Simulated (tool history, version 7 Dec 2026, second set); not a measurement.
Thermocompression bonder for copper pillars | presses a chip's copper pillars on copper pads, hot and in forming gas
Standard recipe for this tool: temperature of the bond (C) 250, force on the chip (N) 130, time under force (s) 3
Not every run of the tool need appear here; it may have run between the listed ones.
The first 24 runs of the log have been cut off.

run,hour,temperature of the bond (C),force on the chip (N),time under force (s),force that shears a chip off (N)
25,1543.2,241,150,6,88.9
26,1581,251,178,8,112.5
27,1654.2,251,178,8,105.2
28,1693,221,126,5,57.5
29,1756.5,257,185,3,90.7
30,1797,271,88,3,65.9
31,1853.5,271,88,3,63.7
# hour 1860.3: forming gas filter changed
32,1938.3,249,119,3,67.9
33,2009.4,248,112,6,81.1
34,2084.8,265,83,3,58.7
35,2159.9,265,83,3,57.6
36,2213.8,273,129,4,90.5
37,2278.3,273,129,4,88
# hour 2287.6: heater calibrated with a thermocouple chip
38,2347.2,261,129,2,70.4
39,2422.2,236,130,4,69.7
# hour 2460.4: force cell calibrated
40,2482.4,236,130,4,70.9

3 options for the next run, each taken on its own from the tool as it stands now. Forecast them:
# hour 2513.7: forming gas filter changed
A,2516.9,250,130,3,?
# hour 2513.7: forming gas filter changed
B,2516.9,258,167,7,?
# hour 2513.7: forming gas filter changed
C,2516.9,254,146,3,?

run,force that shears a chip off (N)
A,78.8
B,119.1
C,91
What these runs would have given with no unlogged condition in the tool:
run,force that shears a chip off (N)
A,79.9
B,120.1
C,92.2

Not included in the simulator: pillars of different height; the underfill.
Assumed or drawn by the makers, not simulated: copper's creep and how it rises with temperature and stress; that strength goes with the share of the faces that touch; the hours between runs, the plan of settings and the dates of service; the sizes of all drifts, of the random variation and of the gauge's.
